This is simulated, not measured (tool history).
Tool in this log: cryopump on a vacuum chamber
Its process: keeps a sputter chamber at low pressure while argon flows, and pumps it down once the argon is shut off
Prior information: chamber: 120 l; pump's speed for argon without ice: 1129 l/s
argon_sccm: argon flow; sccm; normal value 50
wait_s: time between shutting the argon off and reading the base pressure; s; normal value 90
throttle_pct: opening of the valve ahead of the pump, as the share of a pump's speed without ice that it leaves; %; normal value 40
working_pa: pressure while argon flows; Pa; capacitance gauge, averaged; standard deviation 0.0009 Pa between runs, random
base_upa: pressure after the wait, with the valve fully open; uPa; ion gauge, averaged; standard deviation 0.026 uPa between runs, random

| run | hour | argon_sccm | wait_s | throttle_pct | working_pa | base_upa |
|---|---|---|---|---|---|---|
| 1 | 0.0 | 50 | 90 | 40 | 0.1967 | 4.92 |
| 2 | 46.2 | 50 | 90 | 40 | 0.2003 | 5.29 |
| 3 | 94.9 | 80 | 90 | 40 | 0.3259 | 5.30 |
|  | 114.1 | leaking fittings of the chamber tightened, without venting |
| 4 | 132.8 | 46 | 90 | 40 | 0.1886 | 1.22 |
| 5 | 187.8 | 46 | 90 | 40 | 0.1942 | 1.29 |
| 6 | 213.5 | 46 | 90 | 40 | 0.1971 | 1.38 |
| 7 | 245.6 | 46 | 90 | 40 | 0.1992 | 1.41 |
| 8 | 275.8 | 50 | 90 | 43 | 0.2035 | 1.43 |
| 9 | 302.3 | 50 | 90 | 43 | 0.2085 | 1.48 |
|  | 326.0 | pump warmed up, emptied and cooled again |
| 10 | 343.4 | 50 | 90 | 43 | 0.1744 | 1.30 |
| 11 | 372.3 | 50 | 90 | 43 | 0.1774 | 1.37 |
| 12 | 405.6 | 50 | 90 | 43 | 0.1796 | 1.39 |
| 13 | 452.2 | 50 | 90 | 43 | 0.1817 | 1.47 |
| 14 | 496.7 | 50 | 90 | 43 | 0.1856 | 1.54 |
| 15 | 551.2 | 50 | 274 | 43 | 0.1894 | 1.05 |
| 16 | 591.5 | 50 | 274 | 43 | 0.1901 | 1.07 |
| 17 | 631.5 | 50 | 90 | 40 | 0.2037 | 1.73 |
| 18 | 679.2 | 50 | 90 | 40 | 0.2096 | 1.77 |
| 19 | 718.6 | 50 | 90 | 50 | 0.1752 | 1.91 |
| 20 | 764.9 | 50 | 90 | 50 | 0.1798 | 2.04 |
|  | 802.3 | pump warmed up, emptied and cooled again |
| 21 | 808.2 | 53 | 132 | 40 | 0.2010 | 1.51 |
| 22 | 864.0 | 34 | 132 | 59 | 0.0890 | 1.55 |
| 23 | 891.0 | 34 | 131 | 59 | 0.0906 | 1.59 |
| 24 | 939.1 | 26 | 90 | 40 | 0.1012 | 1.92 |
| 25 | 969.0 | 26 | 90 | 40 | 0.1032 | 1.99 |
| 26 | 1007.3 | 30 | 90 | 30 | 0.1571 | 2.12 |
| 27 | 1059.5 | 67 | 64 | 40 | 0.2733 | 2.55 |
| 28 | 1082.7 | 37 | 142 | 55 | 0.1141 | 1.86 |
| 29 | 1119.9 | 98 | 36 | 45 | 0.3674 | 3.57 |
| 30 | 1166.2 | 98 | 36 | 30 | 0.5356 | 3.68 |
| 31 | 1220.3 | 98 | 30 | 17 | 0.9230 | 4.11 |
| 32 | 1246.4 | 98 | 30 | 17 | 0.9217 | 4.30 |
|  | 1276.1 | pump warmed up, emptied and cooled again |
| 33 | 1278.5 | 98 | 30 | 17 | 0.8704 | 3.87 |
| 34 | 1320.2 | 89 | 40 | 17 | 0.7897 | 3.35 |
| 35 | 1372.1 | 89 | 40 | 17 | 0.7936 | 3.38 |

Alternative continuations, all from the tool just after run 35; predict every row:
| A | 1414.3 | 50 | 72 | 56 | ? | ? |
| B | 1414.3 | 47 | 90 | 40 | ? | ? |
| C | 1414.3 | 74 | 76 | 33 | ? | ? |

| run | working_pa | base_upa |
|---|---|---|
| A | 0.1423 | 2.65 |
| B | 0.1845 | 2.39 |
| C | 0.3507 | 2.56 |
What these runs would have given with no unlogged condition in the tool:
| run | working_pa | base_upa |
|---|---|---|
| A | 0.1339 | 1.36 |
| B | 0.1766 | 1.13 |
| C | 0.3382 | 1.28 |

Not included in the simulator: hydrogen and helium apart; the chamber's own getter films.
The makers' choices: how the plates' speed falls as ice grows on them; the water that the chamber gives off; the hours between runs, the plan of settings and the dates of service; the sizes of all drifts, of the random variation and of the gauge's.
